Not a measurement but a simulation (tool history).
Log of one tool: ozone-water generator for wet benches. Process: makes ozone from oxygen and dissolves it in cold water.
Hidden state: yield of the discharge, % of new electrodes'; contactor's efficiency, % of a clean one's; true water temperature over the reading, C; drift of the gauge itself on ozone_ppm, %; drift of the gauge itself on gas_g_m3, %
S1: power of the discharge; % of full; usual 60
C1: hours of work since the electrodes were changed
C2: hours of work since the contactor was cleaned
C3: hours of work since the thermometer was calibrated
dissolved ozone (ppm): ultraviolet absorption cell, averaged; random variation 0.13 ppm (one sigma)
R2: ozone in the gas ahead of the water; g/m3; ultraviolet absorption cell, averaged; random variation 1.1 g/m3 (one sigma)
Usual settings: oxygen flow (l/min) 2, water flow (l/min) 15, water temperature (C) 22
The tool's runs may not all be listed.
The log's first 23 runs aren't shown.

{"run": 24, "hour": 1274.2, "S1": 60, "oxygen flow (l/min)": 3.42, "water flow (l/min)": 15, "water temperature (C)": 22, "C1": 1514, "C2": 3490, "C3": 2183, "dissolved ozone (ppm)": 12.3, "R2": 131.6}
{"run": 25, "hour": 1311.5, "S1": 60, "oxygen flow (l/min)": 3.42, "water flow (l/min)": 15, "water temperature (C)": 22, "C1": 1538, "C2": 3514, "C3": 2207, "dissolved ozone (ppm)": 12.1, "R2": 133}
{"run": 26, "hour": 1342.9, "S1": 60, "oxygen flow (l/min)": 3.42, "water flow (l/min)": 15, "water temperature (C)": 22, "C1": 1559, "C2": 3534, "C3": 2227, "dissolved ozone (ppm)": 12.1, "R2": 132.1}
{"run": 27, "hour": 1383.5, "S1": 46, "oxygen flow (l/min)": 1.82, "water flow (l/min)": 15, "water temperature (C)": 22, "C1": 1585, "C2": 3560, "C3": 2254, "dissolved ozone (ppm)": 10.4, "R2": 169}
{"run": 28, "hour": 1441.8, "S1": 60, "oxygen flow (l/min)": 1.38, "water flow (l/min)": 15, "water temperature (C)": 14, "C1": 1622, "C2": 3598, "C3": 2291, "dissolved ozone (ppm)": 13, "R2": 247}
{"run": 29, "hour": 1506.6, "S1": 60, "oxygen flow (l/min)": 1.38, "water flow (l/min)": 15, "water temperature (C)": 14, "C1": 1664, "C2": 3640, "C3": 2333, "dissolved ozone (ppm)": 13.1, "R2": 244.2}
{"run": 30, "hour": 1559.6, "S1": 75, "oxygen flow (l/min)": 1.48, "water flow (l/min)": 15, "water temperature (C)": 14, "C1": 1698, "C2": 3674, "C3": 2367, "dissolved ozone (ppm)": 15.2, "R2": 273.9}
{"run": 31, "hour": 1624.1, "S1": 60, "oxygen flow (l/min)": 1.99, "water flow (l/min)": 15, "water temperature (C)": 20, "C1": 1739, "C2": 3715, "C3": 2408, "dissolved ozone (ppm)": 12.8, "R2": 192.5}
{"run": 32, "hour": 1693.2, "S1": 60, "oxygen flow (l/min)": 1.99, "water flow (l/min)": 15, "water temperature (C)": 20, "C1": 1784, "C2": 3760, "C3": 2453, "dissolved ozone (ppm)": 12.9, "R2": 189.8}

4 ways to go on from here, each from the tool as it stands after run 32. What would each give?
{"hour": 1770.9, "done": "contactor cleaned"}
{"run": "A", "hour": 1770.9, "S1": 73, "oxygen flow (l/min)": 1.98, "water flow (l/min)": 15, "water temperature (C)": 20, "C1": 1831, "C2": 0, "C3": 2500, "dissolved ozone (ppm)": "?", "R2": "?"}
{"hour": 1770.9, "done": "contactor cleaned"}
{"run": "B", "hour": 1770.9, "S1": 60, "oxygen flow (l/min)": 1.99, "water flow (l/min)": 9, "water temperature (C)": 21, "C1": 1831, "C2": 0, "C3": 2500, "dissolved ozone (ppm)": "?", "R2": "?"}
{"hour": 1770.9, "done": "contactor cleaned"}
{"run": "C", "hour": 1770.9, "S1": 60, "oxygen flow (l/min)": 2, "water flow (l/min)": 10, "water temperature (C)": 25, "C1": 1831, "C2": 0, "C3": 2500, "dissolved ozone (ppm)": "?", "R2": "?"}
{"hour": 1770.9, "done": "contactor cleaned"}
{"run": "D", "hour": 1770.9, "S1": 65, "oxygen flow (l/min)": 2, "water flow (l/min)": 15, "water temperature (C)": 22, "C1": 1831, "C2": 0, "C3": 2500, "dissolved ozone (ppm)": "?", "R2": "?"}

run=A dissolved_ozone_(ppm)=15 R2=216.1
run=B dissolved_ozone_(ppm)=20.2 R2=190
run=C dissolved_ozone_(ppm)=17.6 R2=189.3
run=D dissolved_ozone_(ppm)=13.6 R2=198.2
Without the tool's hidden state the same runs would have given:
run=A dissolved_ozone_(ppm)=16.1 R2=229.5
run=B dissolved_ozone_(ppm)=21.5 R2=200.2
run=C dissolved_ozone_(ppm)=18.7 R2=199.4
run=D dissolved_ozone_(ppm)=14.6 R2=209.6
